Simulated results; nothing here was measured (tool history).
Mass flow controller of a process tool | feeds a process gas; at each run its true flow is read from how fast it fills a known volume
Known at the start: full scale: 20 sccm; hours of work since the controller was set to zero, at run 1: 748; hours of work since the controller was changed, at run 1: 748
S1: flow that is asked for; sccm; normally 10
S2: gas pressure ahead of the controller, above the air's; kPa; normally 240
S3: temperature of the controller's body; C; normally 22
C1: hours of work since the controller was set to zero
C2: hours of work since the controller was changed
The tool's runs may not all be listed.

run 1 hour=0.0 | S1=10 S2=240 S3=22 | C1=748 C2=748 | true_flow_(%)=99.29
run 2 hour=55.6 | S1=10 S2=240 S3=24 | C1=790 C2=790 | true_flow_(%)=99.52
run 3 hour=126.6 | S1=10 S2=240 S3=22 | C1=844 C2=844 | true_flow_(%)=99.24
run 4 hour=185.9 | S1=3 S2=240 S3=22 | C1=889 C2=889 | true_flow_(%)=98.84
run 5 hour=237.2 | S1=10 S2=240 S3=22 | C1=928 C2=928 | true_flow_(%)=99.21
run 6 hour=314.3 | S1=10 S2=240 S3=22 | C1=986 C2=986 | true_flow_(%)=98.93
run 7 hour=348.5 | S1=10 S2=240 S3=22 | C1=1012 C2=1012 | true_flow_(%)=99.01
run 8 hour=415.3 | S1=10 S2=240 S3=22 | C1=1063 C2=1063 | true_flow_(%)=98.86
run 9 hour=467.5 | S1=10 S2=240 S3=22 | C1=1103 C2=1103 | true_flow_(%)=98.78
run 10 hour=504.2 | S1=10 S2=240 S3=22 | C1=1131 C2=1131 | true_flow_(%)=98.76
run 11 hour=558.2 | S1=13 S2=249 S3=32 | C1=1172 C2=1172 | true_flow_(%)=99.84
run 12 hour=617.6 | S1=13 S2=249 S3=32 | C1=1217 C2=1217 | true_flow_(%)=99.86
run 13 hour=661.7 | S1=12 S2=196 S3=26 | C1=1250 C2=1250 | true_flow_(%)=98.85
run 14 hour=725.6 | S1=10 S2=261 S3=22 | C1=1299 C2=1299 | true_flow_(%)=98.77
run 15 hour=803.2 | S1=10 S2=261 S3=22 | C1=1358 C2=1358 | true_flow_(%)=98.61
run 16 hour=862.2 | S1=10 S2=256 S3=21 | C1=1402 C2=1402 | true_flow_(%)=98.27
run 17 hour=930.0 | S1=10 S2=186 S3=21 | C1=1454 C2=1454 | true_flow_(%)=97.74
run 18 hour=1005.9 | S1=19 S2=174 S3=21 | C1=1512 C2=1512 | true_flow_(%)=98.02
run 19 hour=1071.2 | S1=8 S2=174 S3=36 | C1=1561 C2=1561 | true_flow_(%)=98.90
run 20 hour=1142.3 | S1=6 S2=220 S3=20 | C1=1615 C2=1615 | true_flow_(%)=97.49

Forecast each of these 3 alternatives for the next run:
run A hour=1188.2 | S1=20 S2=241 S3=20 | C1=1650 C2=1650 | true_flow_(%)=?
run B hour=1188.2 | S1=10 S2=240 S3=37 | C1=1650 C2=1650 | true_flow_(%)=?
run C hour=1188.2 | S1=4 S2=240 S3=36 | C1=1650 C2=1650 | true_flow_(%)=?

run=A true_flow_(%)=98.33
run=B true_flow_(%)=99.31
run=C true_flow_(%)=99.03
The same runs, with their run-to-run variation unchanged, on a tool lacking any hidden condition would have given:
run=A true_flow_(%)=99.83
run=B true_flow_(%)=100.82
run=C true_flow_(%)=100.54
